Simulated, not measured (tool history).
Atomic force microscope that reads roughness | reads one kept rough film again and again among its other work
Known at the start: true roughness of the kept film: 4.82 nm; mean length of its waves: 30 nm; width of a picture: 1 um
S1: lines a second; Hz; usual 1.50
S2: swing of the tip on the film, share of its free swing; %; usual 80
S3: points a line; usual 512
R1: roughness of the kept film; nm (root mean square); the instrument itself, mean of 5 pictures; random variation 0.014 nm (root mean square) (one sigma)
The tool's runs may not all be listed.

run 1 hour=0.0 | S1=1.50 S2=80 S3=512 | R1=2.961
run 2 hour=6.3 | S1=1.50 S2=80 S3=512 | R1=2.994
run 3 hour=13.1 | S1=1.50 S2=80 S3=512 | R1=2.952
run 4 hour=19.5 | S1=1.50 S2=80 S3=512 | R1=2.964
run 5 hour=32.6 | S1=1.50 S2=80 S3=512 | R1=2.943
run 6 hour=40.7 | S1=1.50 S2=80 S3=512 | R1=2.921
run 7 hour=51.1 | S1=1.50 S2=80 S3=512 | R1=2.915
run 8 hour=56.8 | S1=1.50 S2=80 S3=512 | R1=2.917
run 9 hour=64.9 | S1=1.50 S2=80 S3=512 | R1=2.913
run 10 hour=77.2 | S1=2.04 S2=80 S3=512 | R1=2.759
run 11 hour=83.1 | S1=2.04 S2=80 S3=512 | R1=2.748
run 12 hour=89.4 | S1=2.04 S2=80 S3=512 | R1=2.729
run 13 hour=96.9 | S1=2.04 S2=80 S3=512 | R1=2.721
run 14 hour=107.1 | S1=2.04 S2=80 S3=512 | R1=2.718
-- hour=113.6 new tip fitted
run 15 hour=120.9 | S1=1.50 S2=69 S3=512 | R1=3.603
run 16 hour=131.5 | S1=1.50 S2=69 S3=512 | R1=3.570
run 17 hour=142.0 | S1=1.50 S2=69 S3=512 | R1=3.588
run 18 hour=155.6 | S1=1.50 S2=69 S3=512 | R1=3.545
run 19 hour=162.1 | S1=2.31 S2=69 S3=286 | R1=3.379
run 20 hour=171.7 | S1=0.80 S2=58 S3=327 | R1=3.705
run 21 hour=183.3 | S1=0.80 S2=66 S3=424 | R1=3.693
run 22 hour=190.8 | S1=0.86 S2=60 S3=363 | R1=3.640
run 23 hour=203.7 | S1=0.86 S2=60 S3=363 | R1=3.626
run 24 hour=209.5 | S1=0.74 S2=56 S3=339 | R1=3.679
run 25 hour=222.9 | S1=1.50 S2=65 S3=468 | R1=3.468
run 26 hour=235.5 | S1=1.50 S2=65 S3=468 | R1=3.469
run 27 hour=244.8 | S1=1.50 S2=65 S3=468 | R1=3.414
run 28 hour=256.8 | S1=1.50 S2=65 S3=468 | R1=3.464
run 29 hour=266.4 | S1=1.24 S2=80 S3=512 | R1=3.231
run 30 hour=272.5 | S1=1.24 S2=80 S3=719 | R1=3.259
run 31 hour=279.6 | S1=1.24 S2=74 S3=719 | R1=3.312
run 32 hour=286.2 | S1=0.53 S2=74 S3=650 | R1=3.467
run 33 hour=295.4 | S1=2.38 S2=56 S3=890 | R1=3.406
run 34 hour=302.2 | S1=2.38 S2=56 S3=890 | R1=3.436
run 35 hour=315.7 | S1=2.38 S2=84 S3=309 | R1=2.722

5 ways to go on from here, each from the tool as it stands after run 35. What would each give?
run A hour=327.2 | S1=2.48 S2=70 S3=288 | R1=?
run B hour=327.2 | S1=0.72 S2=84 S3=604 | R1=?
run C hour=327.2 | S1=0.83 S2=84 S3=309 | R1=?
run D hour=327.2 | S1=0.55 S2=62 S3=666 | R1=?
run E hour=327.2 | S1=2.45 S2=84 S3=309 | R1=?

run=A R1=3.052
run=B R1=3.256
run=C R1=3.208
run=D R1=3.461
run=E R1=2.706
Without the tool's hidden state the same runs would have given:
run=A R1=3.410
run=B R1=3.639
run=C R1=3.584
run=D R1=3.868
run=E R1=3.023
